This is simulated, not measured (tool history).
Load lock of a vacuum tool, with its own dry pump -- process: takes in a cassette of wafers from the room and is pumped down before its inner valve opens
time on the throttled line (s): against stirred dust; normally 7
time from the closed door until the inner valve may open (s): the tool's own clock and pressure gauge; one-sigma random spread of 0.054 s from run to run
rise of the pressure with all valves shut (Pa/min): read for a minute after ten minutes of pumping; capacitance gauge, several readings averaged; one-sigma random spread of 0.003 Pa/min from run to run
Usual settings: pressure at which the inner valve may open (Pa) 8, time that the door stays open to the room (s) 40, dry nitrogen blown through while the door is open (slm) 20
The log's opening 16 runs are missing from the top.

| run | day | time on the throttled line (s) | pressure at which the inner valve may open (Pa) | time that the door stays open to the room (s) | dry nitrogen blown through while the door is open (slm) | incoming humidity of the room's air, % | time from the closed door until the inner valve may open (s) | rise of the pressure with all valves shut (Pa/min) |
|---|---|---|---|---|---|---|---|---|
| 17 | 42.833 | 7 | 9 | 40 | 20 | 48.5 | 16.4 | 0.026 |
| 18 | 46.279 | 7 | 9 | 40 | 20 | 47.9 | 16.43 | 0.023 |
| 19 | 48.562 | 7 | 9 | 40 | 20 | 46.9 | 16.41 | 0.027 |
| 20 | 52.367 | 7 | 6 | 36 | 20 | 43 | 16.96 | 0.026 |
| 21 | 55.221 | 7 | 7 | 149 | 9 | 45.7 | 16.71 | 0.07 |
|  | 55.554 | door's seal changed, seat wiped |
| 22 | 58.371 | 4 | 12 | 107 | 32 | 44.8 | 13.8 | 0.03 |
| 23 | 62.258 | 11 | 8 | 34 | 29 | 42.3 | 19.64 | 0.019 |
| 24 | 65.796 | 11 | 8 | 55 | 15 | 44.6 | 19.54 | 0.03 |
| 25 | 68.867 | 5 | 11 | 40 | 20 | 43.1 | 14.66 | 0.023 |
| 26 | 72.267 | 7 | 11 | 40 | 5 | 41.8 | 16.16 | 0.034 |
| 27 | 74.254 | 7 | 9 | 40 | 5 | 44.9 | 16.48 | 0.045 |
| 28 | 77.412 | 7 | 9 | 40 | 5 | 44.3 | 16.42 | 0.03 |
| 29 | 79.412 | 7 | 6 | 40 | 20 | 44.1 | 16.8 | 0.025 |
| 30 | 83.242 | 7 | 6 | 101 | 13 | 44.4 | 16.85 | 0.044 |
| 31 | 87.021 | 7 | 14 | 40 | 13 | 43.9 | 15.81 | 0.025 |
| 32 | 89.579 | 5 | 8 | 40 | 13 | 48 | 15.02 | 0.028 |
| 33 | 93.225 | 11 | 11 | 40 | 8 | 42.9 | 19.25 | 0.033 |
| 34 | 97.188 | 11 | 11 | 150 | 8 | 42.2 | 19.25 | 0.061 |
| 35 | 99.629 | 10 | 8 | 40 | 20 | 45.1 | 18.82 | 0.024 |
| 36 | 101.262 | 10 | 8 | 40 | 20 | 47 | 18.84 | 0.024 |
| 37 | 105.058 | 10 | 8 | 40 | 20 | 44.6 | 18.78 | 0.026 |

Each row is a separate what-if for the run after 37, all from the same tool condition, not one after another. Results?
| A | 108.954 | 7 | 8 | 40 | 9 | 42.9 | ? | ? |
| B | 108.954 | 10 | 8 | 40 | 20 | 42.4 | ? | ? |
| C | 108.954 | 7 | 15 | 204 | 20 | 49 | ? | ? |

| run | time from the closed door until the inner valve may open (s) | rise of the pressure with all valves shut (Pa/min) |
|---|---|---|
| A | 16.44 | 0.032 |
| B | 18.85 | 0.02 |
| C | 15.71 | 0.055 |
Stripped of hidden state, with their random variation kept, the same runs would have yielded:
| run | time from the closed door until the inner valve may open (s) | rise of the pressure with all valves shut (Pa/min) |
|---|---|---|
| A | 16.44 | 0.032 |
| B | 18.85 | 0.02 |
| C | 15.71 | 0.055 |

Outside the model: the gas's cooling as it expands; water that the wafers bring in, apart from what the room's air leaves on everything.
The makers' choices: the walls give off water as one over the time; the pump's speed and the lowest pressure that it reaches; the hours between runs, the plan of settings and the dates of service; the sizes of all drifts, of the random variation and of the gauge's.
